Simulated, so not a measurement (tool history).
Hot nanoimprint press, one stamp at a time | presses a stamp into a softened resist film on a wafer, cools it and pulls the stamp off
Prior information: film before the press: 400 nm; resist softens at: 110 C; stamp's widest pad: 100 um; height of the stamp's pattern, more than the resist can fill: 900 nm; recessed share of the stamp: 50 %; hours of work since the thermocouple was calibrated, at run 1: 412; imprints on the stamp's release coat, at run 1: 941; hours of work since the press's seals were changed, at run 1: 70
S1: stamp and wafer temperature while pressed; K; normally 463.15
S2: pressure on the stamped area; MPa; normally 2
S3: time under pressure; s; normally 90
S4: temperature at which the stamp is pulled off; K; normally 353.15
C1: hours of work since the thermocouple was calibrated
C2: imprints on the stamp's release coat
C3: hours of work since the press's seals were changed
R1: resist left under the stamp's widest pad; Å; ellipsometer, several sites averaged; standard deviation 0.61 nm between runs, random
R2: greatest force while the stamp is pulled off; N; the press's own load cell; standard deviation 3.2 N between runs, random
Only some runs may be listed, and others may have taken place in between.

Run 1, day 0: usual settings; C1 412; C2 941; C3 70. Result: R1 1578 Å, R2 224 N.
Run 2, day 0.333: usual settings but S2 1.38 MPa; C1 417; C2 960; C3 75. Result: R1 1853 Å, R2 219 N.
Run 3, day 0.821: usual settings; C1 425; C2 987; C3 83. Result: R1 1577 Å, R2 224 N.
At day 1.521: stamp cleaned and given a new release coat.
Run 4, day 1.521: usual settings; C1 432; C2 0; C3 90. Result: R1 1571 Å, R2 158 N.
Run 5, day 1.792: usual settings but S4 339.15 K; C1 437; C2 16; C3 95. Result: R1 1575 Å, R2 187 N.
Run 6, day 2.2: usual settings but S4 339.15 K; C1 443; C2 39; C3 101. Result: R1 1570 Å, R2 189 N.
At day 2.538: plate thermocouple calibrated.
Run 7, day 2.725: usual settings; C1 3; C2 61; C3 108. Result: R1 1491 Å, R2 163 N.
Run 8, day 3.025: usual settings but S3 147 s; C1 8; C2 78; C3 112. Result: R1 1217 Å, R2 157 N.
Run 9, day 3.462: usual settings but S1 458.15 K, S2 3.2 MPa, S4 349.15 K; C1 15; C2 102; C3 119. Result: R1 1429 Å, R2 174 N.
Run 10, day 3.842: usual settings but S1 464.15 K, S3 146 s; C1 21; C2 124; C3 125. Result: R1 1178 Å, R2 167 N.
Run 11, day 4.354: usual settings but S1 467.15 K, S3 120 s; C1 29; C2 152; C3 134. Result: R1 1165 Å, R2 161 N.

What will run 12 give?
Run 12, day 4.821: usual settings but S1 473.15 K, S2 2.4 MPa, S3 105 s, S4 356.15 K; C1 37; C2 179; C3 141. Result: R1 ?, R2 ?.

R1: 913 Å
R2: 166 N
Without the tool's hidden state the same run would have given R1 900 Å, R2 154 N.
